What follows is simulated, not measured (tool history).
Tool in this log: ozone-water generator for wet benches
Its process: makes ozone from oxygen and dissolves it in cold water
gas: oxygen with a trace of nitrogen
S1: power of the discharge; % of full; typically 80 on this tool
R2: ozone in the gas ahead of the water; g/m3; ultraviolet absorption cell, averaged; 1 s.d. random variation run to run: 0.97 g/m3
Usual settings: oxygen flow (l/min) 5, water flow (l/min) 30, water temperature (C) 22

Run 1, hour 0: usual settings. Result: dissolved ozone (ppm) 13.8, R2 161.7 g/m3.
Run 2, hour 78.9: usual settings but water flow (l/min) 45. Result: dissolved ozone (ppm) 9.1, R2 162 g/m3.
Run 3, hour 116.6: usual settings but water temperature (C) 26. Result: dissolved ozone (ppm) 13.3, R2 160 g/m3.
Run 4, hour 201.5: usual settings but water temperature (C) 26. Result: dissolved ozone (ppm) 13.1, R2 161.8 g/m3.
Run 5, hour 255.6: usual settings but water temperature (C) 16. Result: dissolved ozone (ppm) 14.8, R2 162.5 g/m3.
Run 6, hour 341.1: usual settings but oxygen flow (l/min) 8.42, water temperature (C) 16. Result: dissolved ozone (ppm) 15.3, R2 120.2 g/m3.
Run 7, hour 419.3: usual settings but water temperature (C) 21. Result: dissolved ozone (ppm) 13.8, R2 161.5 g/m3.
Run 8, hour 475.7: usual settings but S1 58 % of full. Result: dissolved ozone (ppm) 11.6, R2 135.8 g/m3.
Run 9, hour 526.8: usual settings. Result: dissolved ozone (ppm) 13.7, R2 161.4 g/m3.
Run 10, hour 605.1: usual settings but water temperature (C) 27. Result: dissolved ozone (ppm) 12.5, R2 161.3 g/m3.
Run 11, hour 691.6: usual settings but S1 69 % of full, water temperature (C) 27. Result: dissolved ozone (ppm) 11.8, R2 148.6 g/m3.
Run 12, hour 750: usual settings but S1 69 % of full, water temperature (C) 27. Result: dissolved ozone (ppm) 11.8, R2 147 g/m3.
Run 13, hour 793.9: usual settings but S1 54 % of full. Result: dissolved ozone (ppm) 10.9, R2 128.9 g/m3.
Run 14, hour 869.1: usual settings but S1 54 % of full. Result: dissolved ozone (ppm) 10.8, R2 129.7 g/m3.
Run 15, hour 943.6: usual settings but S1 71 % of full, oxygen flow (l/min) 8.69, water flow (l/min) 38, water temperature (C) 16. Result: dissolved ozone (ppm) 11.3, R2 109.6 g/m3.
Run 16, hour 981.4: usual settings but S1 71 % of full, oxygen flow (l/min) 8.69, water flow (l/min) 38, water temperature (C) 17. Result: dissolved ozone (ppm) 11.1, R2 108.8 g/m3.
Run 17, hour 1036.7: usual settings but S1 50 % of full, oxygen flow (l/min) 8.69, water flow (l/min) 24, water temperature (C) 17. Result: dissolved ozone (ppm) 13.2, R2 90.8 g/m3.
Run 18, hour 1109.6: usual settings but S1 88 % of full, oxygen flow (l/min) 5.99. Result: dissolved ozone (ppm) 14.2, R2 151 g/m3.
Run 19, hour 1186: usual settings but S1 81 % of full. Result: dissolved ozone (ppm) 13.7, R2 158.4 g/m3.
Run 20, hour 1275.4: usual settings but S1 67 % of full, oxygen flow (l/min) 2.63, water flow (l/min) 33, water temperature (C) 30. Result: dissolved ozone (ppm) 9.5, R2 203.7 g/m3.
Run 21, hour 1342.2: usual settings but water flow (l/min) 28, water temperature (C) 15. Result: dissolved ozone (ppm) 15.1, R2 156.6 g/m3.
Run 22, hour 1398.7: usual settings but water flow (l/min) 23, water temperature (C) 15. Result: dissolved ozone (ppm) 17.8, R2 158.3 g/m3.
Run 23, hour 1469.6: usual settings but S1 78 % of full, oxygen flow (l/min) 2.71, water flow (l/min) 34. Result: dissolved ozone (ppm) 10.6, R2 219.6 g/m3.
Run 24, hour 1544.3: usual settings but oxygen flow (l/min) 4.26. Result: dissolved ozone (ppm) 13.1, R2 170.9 g/m3.
Run 25, hour 1628.6: usual settings but oxygen flow (l/min) 4.26, water temperature (C) 16. Result: dissolved ozone (ppm) 13.8, R2 172.2 g/m3.
Run 26, hour 1685.5: usual settings but oxygen flow (l/min) 7.81, water temperature (C) 26. Result: dissolved ozone (ppm) 12.4, R2 121.8 g/m3.
Run 27, hour 1724.6: usual settings but S1 54 % of full, water flow (l/min) 29. Result: dissolved ozone (ppm) 11.1, R2 127.5 g/m3.

Consider 3 possible next runs. They are alternatives, not a sequence: every one starts from the tool as it was left by run 27. What does each give?
Run A, hour 1775.9: usual settings but S1 53 % of full, oxygen flow (l/min) 5.95, water flow (l/min) 39. Result: dissolved ozone (ppm) ?, R2 ?.
Run B, hour 1775.9: usual settings but S1 69 % of full, water flow (l/min) 29. Result: dissolved ozone (ppm) ?, R2 ?.
Run C, hour 1775.9: usual settings but oxygen flow (l/min) 5.5, water flow (l/min) 24. Result: dissolved ozone (ppm) ?, R2 ?.

run  dissolved ozone (ppm)     R2
  A                    8.5  113.6
  B                   12.4  144.1
  C                   15.9    147
Take away the tool's hidden state, keep each run's random variation, and the runs would have read:
run  dissolved ozone (ppm)     R2
  A                    9.1    120
  B                   13.4  153.6
  C                   17.3  157.5

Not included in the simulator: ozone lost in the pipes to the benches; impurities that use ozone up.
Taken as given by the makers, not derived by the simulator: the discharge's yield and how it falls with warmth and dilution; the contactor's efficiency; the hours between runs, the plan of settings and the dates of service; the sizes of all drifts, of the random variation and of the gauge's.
